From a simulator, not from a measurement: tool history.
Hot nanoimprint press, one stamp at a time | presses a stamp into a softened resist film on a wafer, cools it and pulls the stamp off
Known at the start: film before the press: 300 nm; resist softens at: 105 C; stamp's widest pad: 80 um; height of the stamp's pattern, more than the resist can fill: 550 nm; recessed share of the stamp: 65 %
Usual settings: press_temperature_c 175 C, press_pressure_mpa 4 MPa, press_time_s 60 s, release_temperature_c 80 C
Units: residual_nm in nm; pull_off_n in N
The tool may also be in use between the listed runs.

{"run": 1, "hour": 0.0, "press_temperature_c": 175, "press_pressure_mpa": 4, "press_time_s": 60, "release_temperature_c": 80, "residual_nm": 169.1, "pull_off_n": 203}
{"run": 2, "hour": 14.1, "press_temperature_c": 175, "press_pressure_mpa": 4, "press_time_s": 60, "release_temperature_c": 80, "residual_nm": 167, "pull_off_n": 207}
{"run": 3, "hour": 29.7, "press_temperature_c": 179, "press_pressure_mpa": 4, "press_time_s": 60, "release_temperature_c": 80, "residual_nm": 140.2, "pull_off_n": 204}
{"run": 4, "hour": 60.6, "press_temperature_c": 179, "press_pressure_mpa": 4, "press_time_s": 60, "release_temperature_c": 80, "residual_nm": 137.6, "pull_off_n": 200}
{"run": 5, "hour": 73.1, "press_temperature_c": 179, "press_pressure_mpa": 4, "press_time_s": 60, "release_temperature_c": 80, "residual_nm": 139.2, "pull_off_n": 203}
{"run": 6, "hour": 93.4, "press_temperature_c": 179, "press_pressure_mpa": 4, "press_time_s": 60, "release_temperature_c": 80, "residual_nm": 138.3, "pull_off_n": 197}
{"run": 7, "hour": 109.0, "press_temperature_c": 175, "press_pressure_mpa": 2.97, "press_time_s": 60, "release_temperature_c": 80, "residual_nm": 188.5, "pull_off_n": 209}
{"run": 8, "hour": 123.2, "press_temperature_c": 175, "press_pressure_mpa": 2.97, "press_time_s": 60, "release_temperature_c": 80, "residual_nm": 192, "pull_off_n": 200}
{"run": 9, "hour": 137.9, "press_temperature_c": 175, "press_pressure_mpa": 2.97, "press_time_s": 60, "release_temperature_c": 80, "residual_nm": 188.6, "pull_off_n": 203}
{"hour": 158.7, "done": "plate thermocouple calibrated"}
{"run": 10, "hour": 164.7, "press_temperature_c": 171, "press_pressure_mpa": 4, "press_time_s": 60, "release_temperature_c": 80, "residual_nm": 202.1, "pull_off_n": 207}
{"run": 11, "hour": 177.2, "press_temperature_c": 171, "press_pressure_mpa": 4, "press_time_s": 60, "release_temperature_c": 80, "residual_nm": 199.3, "pull_off_n": 206}
{"run": 12, "hour": 204.3, "press_temperature_c": 171, "press_pressure_mpa": 4, "press_time_s": 60, "release_temperature_c": 80, "residual_nm": 200.3, "pull_off_n": 211}
{"run": 13, "hour": 231.1, "press_temperature_c": 185, "press_pressure_mpa": 4, "press_time_s": 60, "release_temperature_c": 80, "residual_nm": 102.8, "pull_off_n": 211}
{"run": 14, "hour": 260.8, "press_temperature_c": 185, "press_pressure_mpa": 4, "press_time_s": 60, "release_temperature_c": 80, "residual_nm": 101.6, "pull_off_n": 202}
{"run": 15, "hour": 280.0, "press_temperature_c": 174, "press_pressure_mpa": 3.12, "press_time_s": 41, "release_temperature_c": 83, "residual_nm": 210.5, "pull_off_n": 191}
{"run": 16, "hour": 298.0, "press_temperature_c": 182, "press_pressure_mpa": 3.52, "press_time_s": 44, "release_temperature_c": 78, "residual_nm": 140.8, "pull_off_n": 211}
{"run": 17, "hour": 316.8, "press_temperature_c": 174, "press_pressure_mpa": 5.4, "press_time_s": 48, "release_temperature_c": 79, "residual_nm": 168.3, "pull_off_n": 209}
{"run": 18, "hour": 346.2, "press_temperature_c": 174, "press_pressure_mpa": 3.25, "press_time_s": 56, "release_temperature_c": 81, "residual_nm": 194.2, "pull_off_n": 203}
{"run": 19, "hour": 372.0, "press_temperature_c": 187, "press_pressure_mpa": 4, "press_time_s": 60, "release_temperature_c": 68, "residual_nm": 92.4, "pull_off_n": 261}
{"run": 20, "hour": 384.6, "press_temperature_c": 179, "press_pressure_mpa": 3.55, "press_time_s": 60, "release_temperature_c": 72, "residual_nm": 145.5, "pull_off_n": 244}
{"run": 21, "hour": 406.8, "press_temperature_c": 163, "press_pressure_mpa": 5.06, "press_time_s": 60, "release_temperature_c": 72, "residual_nm": 248.7, "pull_off_n": 244}
{"run": 22, "hour": 429.0, "press_temperature_c": 172, "press_pressure_mpa": 4, "press_time_s": 60, "release_temperature_c": 76, "residual_nm": 191.1, "pull_off_n": 223}
{"run": 23, "hour": 455.5, "press_temperature_c": 172, "press_pressure_mpa": 4, "press_time_s": 60, "release_temperature_c": 76, "residual_nm": 191.9, "pull_off_n": 220}
{"run": 24, "hour": 485.2, "press_temperature_c": 172, "press_pressure_mpa": 4, "press_time_s": 60, "release_temperature_c": 76, "residual_nm": 192.7, "pull_off_n": 224}
{"run": 25, "hour": 512.0, "press_temperature_c": 187, "press_pressure_mpa": 3.11, "press_time_s": 60, "release_temperature_c": 80, "residual_nm": 103.5, "pull_off_n": 206}
{"hour": 519.7, "done": "stamp cleaned and given a new release coat"}
{"run": 26, "hour": 536.0, "press_temperature_c": 175, "press_pressure_mpa": 4, "press_time_s": 94, "release_temperature_c": 80, "residual_nm": 144.6, "pull_off_n": 212}
{"run": 27, "hour": 564.2, "press_temperature_c": 175, "press_pressure_mpa": 4, "press_time_s": 49, "release_temperature_c": 75, "residual_nm": 178.9, "pull_off_n": 235}
{"run": 28, "hour": 584.3, "press_temperature_c": 167, "press_pressure_mpa": 2.63, "press_time_s": 32, "release_temperature_c": 85, "residual_nm": 272.3, "pull_off_n": 185}

Forecast each of these 5 alternatives for the next run:
{"run": "A", "hour": 600.6, "press_temperature_c": 175, "press_pressure_mpa": 2.63, "press_time_s": 35, "release_temperature_c": 85, "residual_nm": "?", "pull_off_n": "?"}
{"run": "B", "hour": 600.6, "press_temperature_c": 167, "press_pressure_mpa": 3.15, "press_time_s": 32, "release_temperature_c": 85, "residual_nm": "?", "pull_off_n": "?"}
{"run": "C", "hour": 600.6, "press_temperature_c": 172, "press_pressure_mpa": 4, "press_time_s": 60, "release_temperature_c": 85, "residual_nm": "?", "pull_off_n": "?"}
{"run": "D", "hour": 600.6, "press_temperature_c": 167, "press_pressure_mpa": 3.62, "press_time_s": 112, "release_temperature_c": 85, "residual_nm": "?", "pull_off_n": "?"}
{"run": "E", "hour": 600.6, "press_temperature_c": 184, "press_pressure_mpa": 4, "press_time_s": 47, "release_temperature_c": 80, "residual_nm": "?", "pull_off_n": "?"}

run=A residual_nm=224.2 pull_off_n=192
run=B residual_nm=262.9 pull_off_n=181
run=C residual_nm=192.7 pull_off_n=181
run=D residual_nm=208.6 pull_off_n=176
run=E residual_nm=118.6 pull_off_n=203
Without the tool's hidden state the same runs would have given:
run=A residual_nm=224 pull_off_n=192
run=B residual_nm=262.8 pull_off_n=181
run=C residual_nm=192.4 pull_off_n=181
run=D residual_nm=208.4 pull_off_n=176
run=E residual_nm=118.4 pull_off_n=202
